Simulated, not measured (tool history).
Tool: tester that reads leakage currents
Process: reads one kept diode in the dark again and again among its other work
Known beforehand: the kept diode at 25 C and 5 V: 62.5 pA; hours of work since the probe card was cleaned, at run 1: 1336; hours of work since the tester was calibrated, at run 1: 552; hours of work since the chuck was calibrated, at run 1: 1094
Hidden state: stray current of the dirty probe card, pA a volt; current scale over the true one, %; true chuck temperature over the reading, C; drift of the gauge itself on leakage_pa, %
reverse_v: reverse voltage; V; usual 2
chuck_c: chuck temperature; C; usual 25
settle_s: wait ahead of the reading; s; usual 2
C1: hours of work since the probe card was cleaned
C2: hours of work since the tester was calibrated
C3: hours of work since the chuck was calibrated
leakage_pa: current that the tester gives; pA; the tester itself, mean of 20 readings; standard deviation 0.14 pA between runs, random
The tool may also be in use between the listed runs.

run 1 hour=0 | reverse_v=2 chuck_c=25 settle_s=2 | C1=1336 C2=552 C3=1094 | leakage_pa=49.62
run 2 hour=32.6 | reverse_v=2 chuck_c=25 settle_s=2 | C1=1357 C2=572 C3=1115 | leakage_pa=49.83
run 3 hour=50 | reverse_v=2 chuck_c=25 settle_s=2 | C1=1368 C2=583 C3=1126 | leakage_pa=49.84
run 4 hour=65.8 | reverse_v=2 chuck_c=25 settle_s=2 | C1=1377 C2=593 C3=1135 | leakage_pa=49.68
run 5 hour=98.7 | reverse_v=2 chuck_c=25 settle_s=2.47 | C1=1398 C2=613 C3=1156 | leakage_pa=49.66
run 6 hour=130.5 | reverse_v=2 chuck_c=25 settle_s=2 | C1=1418 C2=633 C3=1176 | leakage_pa=50.13
run 7 hour=158.2 | reverse_v=1.36 chuck_c=25 settle_s=2 | C1=1435 C2=650 C3=1193 | leakage_pa=42.33
run 8 hour=191.4 | reverse_v=2 chuck_c=55 settle_s=2 | C1=1456 C2=671 C3=1214 | leakage_pa=653.64
run 9 hour=216 | reverse_v=1.83 chuck_c=25 settle_s=2 | C1=1471 C2=686 C3=1229 | leakage_pa=48.16
run 10 hour=246.2 | reverse_v=2 chuck_c=25 settle_s=2 | C1=1490 C2=705 C3=1248 | leakage_pa=50.32
run 11 hour=269.2 | reverse_v=2 chuck_c=25 settle_s=2 | C1=1504 C2=720 C3=1262 | leakage_pa=50.23
run 12 hour=287.8 | reverse_v=2 chuck_c=27 settle_s=2 | C1=1516 C2=731 C3=1274 | leakage_pa=60.05
run 13 hour=316.1 | reverse_v=2 chuck_c=28 settle_s=2 | C1=1534 C2=749 C3=1292 | leakage_pa=66.04
run 14 hour=343.5 | reverse_v=2 chuck_c=28 settle_s=2 | C1=1551 C2=766 C3=1309 | leakage_pa=65.58
run 15 hour=368.9 | reverse_v=2 chuck_c=28 settle_s=2 | C1=1567 C2=782 C3=1324 | leakage_pa=65.69
run 16 hour=390.8 | reverse_v=8.16 chuck_c=28 settle_s=2 | C1=1580 C2=795 C3=1338 | leakage_pa=122.62
run 17 hour=417.1 | reverse_v=8.16 chuck_c=28 settle_s=2 | C1=1597 C2=812 C3=1355 | leakage_pa=122.31
run 18 hour=452.7 | reverse_v=4.47 chuck_c=25 settle_s=2 | C1=1619 C2=834 C3=1377 | leakage_pa=72.52
run 19 hour=485.5 | reverse_v=4.47 chuck_c=25 settle_s=2 | C1=1639 C2=854 C3=1397 | leakage_pa=72.82
run 20 hour=500.9 | reverse_v=4.47 chuck_c=25 settle_s=2 | C1=1649 C2=864 C3=1407 | leakage_pa=72.72
run 21 hour=533.4 | reverse_v=4.47 chuck_c=25 settle_s=6.83 | C1=1669 C2=884 C3=1427 | leakage_pa=73.14
run 22 hour=551.4 | reverse_v=17.35 chuck_c=60 settle_s=2 | C1=1680 C2=896 C3=1438 | leakage_pa=2209.7
run 23 hour=572.2 | reverse_v=17.35 chuck_c=60 settle_s=2 | C1=1693 C2=909 C3=1451 | leakage_pa=2211.54
run 24 hour=586.7 | reverse_v=2 chuck_c=56 settle_s=4.85 | C1=1702 C2=918 C3=1460 | leakage_pa=712.56
run 25 hour=604.5 | reverse_v=2 chuck_c=56 settle_s=4.85 | C1=1713 C2=929 C3=1471 | leakage_pa=712.07
run 26 hour=637.9 | reverse_v=2 chuck_c=56 settle_s=1.93 | C1=1734 C2=950 C3=1492 | leakage_pa=714.42
run 27 hour=660.4 | reverse_v=2 chuck_c=56 settle_s=1.93 | C1=1748 C2=964 C3=1506 | leakage_pa=710.46
run 28 hour=680 | reverse_v=2 chuck_c=56 settle_s=1.93 | C1=1761 C2=976 C3=1518 | leakage_pa=712.7
run 29 hour=697.1 | reverse_v=19.95 chuck_c=59 settle_s=1.93 | C1=1771 C2=987 C3=1529 | leakage_pa=2161
run 30 hour=717.2 | reverse_v=1.43 chuck_c=20 settle_s=3.31 | C1=1784 C2=999 C3=1542 | leakage_pa=28.56
run 31 hour=745.8 | reverse_v=1.43 chuck_c=20 settle_s=1.69 | C1=1802 C2=1017 C3=1560 | leakage_pa=28.57
run 32 hour=781.3 | reverse_v=1.43 chuck_c=20 settle_s=1.69 | C1=1824 C2=1039 C3=1582 | leakage_pa=28.73
run 33 hour=807.4 | reverse_v=2.88 chuck_c=39 settle_s=0.76 | C1=1840 C2=1055 C3=1598 | leakage_pa=202.6
run 34 hour=832.9 | reverse_v=2 chuck_c=21 settle_s=2 | C1=1856 C2=1071 C3=1614 | leakage_pa=36.42
run 35 hour=866.7 | reverse_v=15.82 chuck_c=33 settle_s=0.42 | C1=1877 C2=1092 C3=1635 | leakage_pa=261.5
run 36 hour=890.2 | reverse_v=1.93 chuck_c=25 settle_s=0.3 | C1=1892 C2=1107 C3=1650 | leakage_pa=51.89
run 37 hour=905.1 | reverse_v=14.69 chuck_c=27 settle_s=0.53 | C1=1901 C2=1116 C3=1659 | leakage_pa=161.99
-- hour=916.9 probe card cleaned and baked
run 38 hour=929.1 | reverse_v=3.45 chuck_c=30 settle_s=0.36 | C1=8 C2=1129 C3=1672 | leakage_pa=93.37
run 39 hour=953.4 | reverse_v=19.58 chuck_c=25 settle_s=0.81 | C1=23 C2=1144 C3=1687 | leakage_pa=113.23
run 40 hour=986.5 | reverse_v=19.58 chuck_c=25 settle_s=0.81 | C1=43 C2=1165 C3=1708 | leakage_pa=114.36
run 41 hour=1016.7 | reverse_v=19.58 chuck_c=25 settle_s=0.81 | C1=62 C2=1184 C3=1727 | leakage_pa=115.05

Hidden state or all else? Some run-to-run changes of leakage_pa, split into what the settings, what came in and random variation would give without the hidden state, and what is left for the hidden state (with any gauge scatter that isn't in both results):
Run 21 -> 22: reverse_v 4.47 -> 17.35, chuck_c 25 -> 60, settle_s 6.83 -> 2. leakage_pa +2136.56 pA: hidden state +90.04, all else +2046.52.
Run 23 -> 24: reverse_v 17.35 -> 2, chuck_c 60 -> 56, settle_s 2 -> 4.85. leakage_pa -1498.98 pA: hidden state -77.71, all else -1421.27.
Run 28 -> 29: reverse_v 2 -> 19.95, chuck_c 56 -> 59. leakage_pa +1448.3 pA: hidden state +87.04, all else +1361.26.
Run 29 -> 30: reverse_v 19.95 -> 1.43, chuck_c 59 -> 20, settle_s 1.93 -> 3.31. leakage_pa -2132.44 pA: hidden state -109.5, all else -2022.94.

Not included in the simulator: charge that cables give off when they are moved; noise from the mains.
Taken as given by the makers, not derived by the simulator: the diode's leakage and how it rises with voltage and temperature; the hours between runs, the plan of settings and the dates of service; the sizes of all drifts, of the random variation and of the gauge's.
